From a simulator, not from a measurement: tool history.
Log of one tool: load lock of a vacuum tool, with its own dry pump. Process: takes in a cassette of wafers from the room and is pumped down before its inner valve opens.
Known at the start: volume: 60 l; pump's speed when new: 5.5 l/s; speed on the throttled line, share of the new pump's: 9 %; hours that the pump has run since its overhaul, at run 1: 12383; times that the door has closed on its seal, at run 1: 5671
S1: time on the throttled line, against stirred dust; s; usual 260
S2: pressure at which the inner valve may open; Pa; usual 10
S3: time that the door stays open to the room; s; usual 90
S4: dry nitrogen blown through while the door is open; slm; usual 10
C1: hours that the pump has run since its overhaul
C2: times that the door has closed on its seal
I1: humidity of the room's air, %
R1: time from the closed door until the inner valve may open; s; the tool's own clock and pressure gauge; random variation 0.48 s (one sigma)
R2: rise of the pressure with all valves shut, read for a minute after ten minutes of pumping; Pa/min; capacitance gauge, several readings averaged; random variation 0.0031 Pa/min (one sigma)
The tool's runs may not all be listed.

run      day   S1  S2   S3  S4     C1     C2    I1     R1     R2
  1    0.000  260  10   90  10  12383   5671  44.9  340.0  0.060
  2   20.775  260  10   90  36  12881   6245  47.0  338.9  0.039
  3   43.312  260  10   90  36  13422   6868  46.4  338.9  0.038
      53.158  -- dry pump taken out, an overhauled one fitted
  4   57.921  260  10   90  10    114   7265  48.7  339.4  0.070
  5   71.346  260  10   90  10    436   7637  46.9  339.0  0.068
  6   96.933  260  10   90  10   1051   8344  42.7  339.8  0.064
  7  124.033  260  10   90  10   1701   9094  42.6  338.6  0.057
  8  149.100  260  10   90  10   2303   9787  45.8  339.2  0.065
  9  175.804  260  10   90  10   2943  10525  40.6  338.8  0.055
 10  192.258  260  10   90  10   3338  10980  44.5  339.7  0.068
 11  213.808  260  10   90  10   3856  11576  46.6  339.4  0.066
 12  242.367  260  19   81  10   4541  12366  44.9  332.2  0.063
 13  259.650  260  19   81  10   4956  12844  47.0  332.0  0.066
 14  279.400  134  17   90  10   5430  13390  46.8  218.3  0.064
 15  305.046  134  17   90  10   6045  14099  44.7  218.2  0.063
 16  317.075  134  17   90  10   6334  14432  46.4  218.5  0.068
 17  338.425  134   8  175   6   6846  15022  43.4  227.5  0.087
 18  362.800  416  10   90  25   7431  15697  47.0  482.1  0.048
 19  381.688  167   9   78  44   7885  16219  43.7  255.5  0.040
 20  404.283  260   9   90   5   8427  16844  46.4  340.7  0.073
 21  426.142  426   7  103  45   8952  17448  43.2  494.8  0.034
 22  441.317  218  19  126  10   9316  17868  43.6  292.6  0.071

Forecast each of these 3 alternatives for the next run:
  A  464.079  260  11  55  10  9862  18497  45.0   ?   ?
  B  464.079  260   8  90  10  9862  18497  47.8   ?   ?
  C  464.079  260  10  46   9  9862  18497  42.3   ?   ?

run     R1     R2
  A  338.0  0.058
  B  342.2  0.065
  C  338.9  0.046
Without the tool's hidden state the same runs would have given:
run     R1     R2
  A  338.0  0.057
  B  342.2  0.065
  C  338.8  0.046
